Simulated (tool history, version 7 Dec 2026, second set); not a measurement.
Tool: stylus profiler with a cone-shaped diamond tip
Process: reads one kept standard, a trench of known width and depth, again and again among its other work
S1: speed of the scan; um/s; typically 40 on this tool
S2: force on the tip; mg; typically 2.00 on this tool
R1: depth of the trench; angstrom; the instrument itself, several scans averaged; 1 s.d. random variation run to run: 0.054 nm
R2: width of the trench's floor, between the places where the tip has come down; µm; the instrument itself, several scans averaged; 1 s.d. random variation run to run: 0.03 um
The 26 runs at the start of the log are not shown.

| run | hour | S1 | S2 | R1 | R2 |
|---|---|---|---|---|---|
| 27 | 591.5 | 33 | 2.16 | 1017.3 | 18.32 |
| 28 | 609.6 | 93 | 4.53 | 1025.2 | 18.22 |
| 29 | 628.4 | 37 | 1.55 | 1014.3 | 18.32 |
| 30 | 649.8 | 37 | 1.55 | 1013.4 | 18.32 |
| 31 | 677.7 | 60 | 0.75 | 1010.4 | 18.06 |
| 32 | 703.0 | 11 | 4.97 | 1027.1 | 18.43 |
| 33 | 727.4 | 22 | 1.91 | 1016.9 | 18.39 |
| 34 | 740.2 | 47 | 2.00 | 1016.5 | 18.23 |
| 35 | 762.1 | 77 | 1.65 | 1014.9 | 18.08 |
| 36 | 791.2 | 126 | 2.00 | 1017.1 | 17.96 |
| 37 | 813.7 | 43 | 1.12 | 1012.2 | 18.19 |
| 38 | 827.6 | 43 | 1.26 | 1013.1 | 18.20 |
| 39 | 841.6 | 43 | 1.26 | 1013.9 | 18.21 |
| 40 | 865.1 | 46 | 3.09 | 1021.6 | 18.31 |
| 41 | 882.7 | 46 | 3.09 | 1020.7 | 18.24 |
| 42 | 907.2 | 46 | 3.09 | 1021.4 | 18.25 |

Run 43 has not been measured yet. What should we expect?
|  | 916.3 | height scale calibrated on a step standard |
| 43 | 931.8 | 46 | 3.09 | ? | ? |

{"run 43": {"R1": 1017.1, "R2": 18.25}}
Minus the tool's unlogged condition, the same run would have read R1 1017.1 angstrom, R2 18.60 µm.

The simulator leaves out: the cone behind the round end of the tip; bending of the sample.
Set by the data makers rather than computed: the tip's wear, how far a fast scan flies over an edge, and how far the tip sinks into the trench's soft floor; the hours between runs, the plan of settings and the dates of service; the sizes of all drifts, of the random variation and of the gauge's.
